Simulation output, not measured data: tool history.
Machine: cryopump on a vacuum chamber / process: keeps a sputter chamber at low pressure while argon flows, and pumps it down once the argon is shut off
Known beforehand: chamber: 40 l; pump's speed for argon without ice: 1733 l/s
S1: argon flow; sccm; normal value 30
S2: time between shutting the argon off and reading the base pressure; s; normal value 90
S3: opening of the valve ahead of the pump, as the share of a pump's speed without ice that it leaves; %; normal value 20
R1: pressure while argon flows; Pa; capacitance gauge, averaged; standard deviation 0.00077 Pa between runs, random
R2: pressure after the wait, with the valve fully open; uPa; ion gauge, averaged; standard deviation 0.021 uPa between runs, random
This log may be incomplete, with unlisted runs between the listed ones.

run,hour,S1,S2,S3,R1,R2
1,0,30,90,20,0.1509,0.63
2,34.4,30,90,20,0.1499,0.62
3,82.1,30,90,20,0.1496,0.7
4,152,30,90,48,0.0659,0.67
5,181.4,30,113,20,0.1518,0.68
6,239,30,90,20,0.1515,0.71
7,268.9,30,90,20,0.1513,0.69
8,316.7,30,90,20,0.1529,0.75
9,345.8,30,90,20,0.1525,0.76
10,389.5,30,103,20,0.1542,0.7
11,440.7,30,103,20,0.1541,0.75
12,484.3,30,40,20,0.1548,1.07
13,547.9,30,90,20,0.155,0.79
# hour 565.6: pump warmed up, emptied and cooled again
14,604.2,30,90,20,0.1466,0.66
15,643.5,30,90,20,0.1477,0.69
16,680.6,30,227,16,0.185,0.53
17,725,17,139,15,0.1125,0.63
18,776.4,17,139,15,0.1113,0.6
19,826.6,27,90,31,0.0875,0.72
20,867.1,19,130,21,0.0898,0.66
21,927.2,19,130,21,0.0903,0.67
22,961.8,29,67,24,0.1216,0.86
23,997.4,15,254,24,0.0626,0.6
24,1038.6,15,254,24,0.063,0.58
25,1102.1,15,254,24,0.0638,0.64
26,1140.1,30,90,54,0.0595,0.81
27,1197.2,21,94,45,0.0501,0.75
28,1225.8,16,81,27,0.0603,0.79
29,1255.3,23,37,46,0.0536,1.2

Consider 4 possible next runs. They are alternatives, not a sequence: every one starts from the tool as it was left by run 29. What does each give?
A,1287.7,30,43,20,?,?
B,1287.7,51,37,19,?,?
C,1287.7,31,134,20,?,?
D,1287.7,30,90,25,?,?

run,R1,R2
A,0.1531,1.08
B,0.2728,1.14
C,0.1571,0.71
D,0.1245,0.87
Take away the tool's hidden state, keep each run's random variation, and the runs would have read:
run,R1,R2
A,0.1465,0.71
B,0.2615,0.77
C,0.1502,0.34
D,0.1178,0.48
